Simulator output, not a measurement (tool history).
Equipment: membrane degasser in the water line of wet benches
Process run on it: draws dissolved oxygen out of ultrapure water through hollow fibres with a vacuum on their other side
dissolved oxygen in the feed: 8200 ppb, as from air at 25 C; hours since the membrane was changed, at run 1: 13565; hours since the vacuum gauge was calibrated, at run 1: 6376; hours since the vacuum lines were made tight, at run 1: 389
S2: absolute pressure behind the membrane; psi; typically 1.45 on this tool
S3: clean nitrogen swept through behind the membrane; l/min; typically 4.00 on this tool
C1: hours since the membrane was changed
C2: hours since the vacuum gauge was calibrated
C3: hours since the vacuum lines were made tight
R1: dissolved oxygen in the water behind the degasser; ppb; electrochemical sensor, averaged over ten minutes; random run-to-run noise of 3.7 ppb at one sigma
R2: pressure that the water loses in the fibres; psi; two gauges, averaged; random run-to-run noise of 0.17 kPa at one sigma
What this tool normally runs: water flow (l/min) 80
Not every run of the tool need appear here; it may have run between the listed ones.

{"run": 1, "hour": 0.0, "water flow (l/min)": 80, "S2": 1.45, "S3": 4.0, "C1": 13565, "C2": 6376, "C3": 389, "R1": 397.3, "R2": 4.225}
{"run": 2, "hour": 267.7, "water flow (l/min)": 80, "S2": 1.45, "S3": 4.0, "C1": 13832, "C2": 6644, "C3": 657, "R1": 407.8, "R2": 4.221}
{"run": 3, "hour": 556.4, "water flow (l/min)": 80, "S2": 1.45, "S3": 4.0, "C1": 14121, "C2": 6933, "C3": 946, "R1": 399.8, "R2": 4.223}
{"run": 4, "hour": 827.9, "water flow (l/min)": 80, "S2": 1.45, "S3": 4.0, "C1": 14393, "C2": 7204, "C3": 1217, "R1": 408.0, "R2": 4.237}
{"hour": 1065.6, "done": "vacuum gauge calibrated"}
{"run": 5, "hour": 1130.1, "water flow (l/min)": 80, "S2": 1.61, "S3": 4.0, "C1": 14694, "C2": 64, "C3": 1519, "R1": 446.8, "R2": 4.19}
{"run": 6, "hour": 1410.3, "water flow (l/min)": 80, "S2": 1.61, "S3": 4.0, "C1": 14974, "C2": 345, "C3": 1799, "R1": 448.9, "R2": 4.203}
{"run": 7, "hour": 1624.3, "water flow (l/min)": 49, "S2": 1.61, "S3": 4.0, "C1": 15188, "C2": 559, "C3": 2013, "R1": 277.9, "R2": 2.631}
{"hour": 1672.5, "done": "membrane cartridge changed"}
{"hour": 1713.4, "done": "vacuum gauge calibrated, once more"}
{"run": 8, "hour": 1976.3, "water flow (l/min)": 80, "S2": 1.45, "S3": 4.0, "C1": 303, "C2": 263, "C3": 2360, "R1": 371.6, "R2": 3.958}
{"run": 9, "hour": 2157.2, "water flow (l/min)": 80, "S2": 1.45, "S3": 4.0, "C1": 484, "C2": 444, "C3": 2541, "R1": 371.9, "R2": 3.942}
{"run": 10, "hour": 2337.2, "water flow (l/min)": 80, "S2": 1.45, "S3": 4.0, "C1": 664, "C2": 624, "C3": 2721, "R1": 369.5, "R2": 3.946}
{"run": 11, "hour": 2577.7, "water flow (l/min)": 80, "S2": 1.45, "S3": 4.0, "C1": 905, "C2": 864, "C3": 2962, "R1": 377.9, "R2": 3.986}
{"run": 12, "hour": 2754.4, "water flow (l/min)": 80, "S2": 2.19, "S3": 4.0, "C1": 1081, "C2": 1041, "C3": 3139, "R1": 580.1, "R2": 3.967}
{"run": 13, "hour": 3012.8, "water flow (l/min)": 80, "S2": 2.19, "S3": 4.0, "C1": 1340, "C2": 1299, "C3": 3397, "R1": 587.2, "R2": 3.971}
{"run": 14, "hour": 3163.2, "water flow (l/min)": 80, "S2": 2.19, "S3": 4.0, "C1": 1490, "C2": 1450, "C3": 3547, "R1": 573.9, "R2": 3.98}
{"run": 15, "hour": 3356.3, "water flow (l/min)": 80, "S2": 2.31, "S3": 4.0, "C1": 1683, "C2": 1643, "C3": 3740, "R1": 608.3, "R2": 3.97}
{"run": 16, "hour": 3702.4, "water flow (l/min)": 80, "S2": 2.31, "S3": 4.0, "C1": 2029, "C2": 1989, "C3": 4087, "R1": 613.3, "R2": 3.981}
{"run": 17, "hour": 3890.0, "water flow (l/min)": 122, "S2": 1.45, "S3": 4.0, "C1": 2217, "C2": 2177, "C3": 4274, "R1": 575.2, "R2": 6.063}
{"run": 18, "hour": 4066.2, "water flow (l/min)": 122, "S2": 1.02, "S3": 4.0, "C1": 2393, "C2": 2353, "C3": 4450, "R1": 390.3, "R2": 6.067}
{"run": 19, "hour": 4354.6, "water flow (l/min)": 63, "S2": 2.23, "S3": 4.0, "C1": 2682, "C2": 2641, "C3": 4739, "R1": 477.0, "R2": 3.181}
{"run": 20, "hour": 4573.5, "water flow (l/min)": 127, "S2": 2.16, "S3": 6.9, "C1": 2901, "C2": 2860, "C3": 4958, "R1": 619.1, "R2": 6.299}
{"run": 21, "hour": 4870.6, "water flow (l/min)": 85, "S2": 1.54, "S3": 4.0, "C1": 3198, "C2": 3157, "C3": 5255, "R1": 426.0, "R2": 4.274}
{"run": 22, "hour": 5072.6, "water flow (l/min)": 85, "S2": 1.54, "S3": 3.96, "C1": 3400, "C2": 3359, "C3": 5457, "R1": 430.3, "R2": 4.226}
{"run": 23, "hour": 5265.2, "water flow (l/min)": 53, "S2": 1.71, "S3": 10.11, "C1": 3592, "C2": 3552, "C3": 5649, "R1": 150.5, "R2": 2.685}
{"run": 24, "hour": 5453.3, "water flow (l/min)": 53, "S2": 1.71, "S3": 10.11, "C1": 3780, "C2": 3740, "C3": 5837, "R1": 154.6, "R2": 2.637}
{"run": 25, "hour": 5782.2, "water flow (l/min)": 48, "S2": 3.13, "S3": 7.73, "C1": 4109, "C2": 4069, "C3": 6166, "R1": 306.7, "R2": 2.389}
{"run": 26, "hour": 6007.9, "water flow (l/min)": 48, "S2": 3.13, "S3": 7.73, "C1": 4335, "C2": 4295, "C3": 6392, "R1": 304.7, "R2": 2.464}
{"run": 27, "hour": 6339.4, "water flow (l/min)": 48, "S2": 3.13, "S3": 7.73, "C1": 4666, "C2": 4626, "C3": 6724, "R1": 305.4, "R2": 2.409}
{"hour": 6621.8, "done": "seals of the vacuum lines changed"}
{"run": 28, "hour": 6657.7, "water flow (l/min)": 102, "S2": 2.42, "S3": 4.64, "C1": 4983, "C2": 4942, "C3": 36, "R1": 737.4, "R2": 5.111}
{"run": 29, "hour": 6928.4, "water flow (l/min)": 116, "S2": 1.36, "S3": 4.51, "C1": 5253, "C2": 5213, "C3": 307, "R1": 488.7, "R2": 5.889}
{"run": 30, "hour": 7217.4, "water flow (l/min)": 80, "S2": 1.45, "S3": 2.84, "C1": 5542, "C2": 5502, "C3": 596, "R1": 485.1, "R2": 4.019}
{"run": 31, "hour": 7476.9, "water flow (l/min)": 80, "S2": 1.45, "S3": 2.84, "C1": 5802, "C2": 5761, "C3": 855, "R1": 476.1, "R2": 4.031}

Each row is a separate what-if for the run after 31, all from the same tool condition, not one after another. Results?
{"run": "A", "hour": 7757.2, "water flow (l/min)": 59, "S2": 1.45, "S3": 4.19, "C1": 6082, "C2": 6042, "C3": 1135, "R1": "?", "R2": "?"}
{"run": "B", "hour": 7757.2, "water flow (l/min)": 80, "S2": 0.93, "S3": 4.0, "C1": 6082, "C2": 6042, "C3": 1135, "R1": "?", "R2": "?"}
{"run": "C", "hour": 7757.2, "water flow (l/min)": 109, "S2": 0.9, "S3": 2.7, "C1": 6082, "C2": 6042, "C3": 1135, "R1": "?", "R2": "?"}
{"run": "D", "hour": 7757.2, "water flow (l/min)": 81, "S2": 1.45, "S3": 5.16, "C1": 6082, "C2": 6042, "C3": 1135, "R1": "?", "R2": "?"}

run=A R1=274.6 R2=2.954
run=B R1=235.2 R2=4.054
run=C R1=382.0 R2=5.519
run=D R1=335.4 R2=4.121
Without the tool's hidden state the same runs would have given:
run=A R1=263.9 R2=2.864
run=B R1=219.4 R2=3.931
run=C R1=358.6 R2=5.350
run=D R1=320.3 R2=3.996
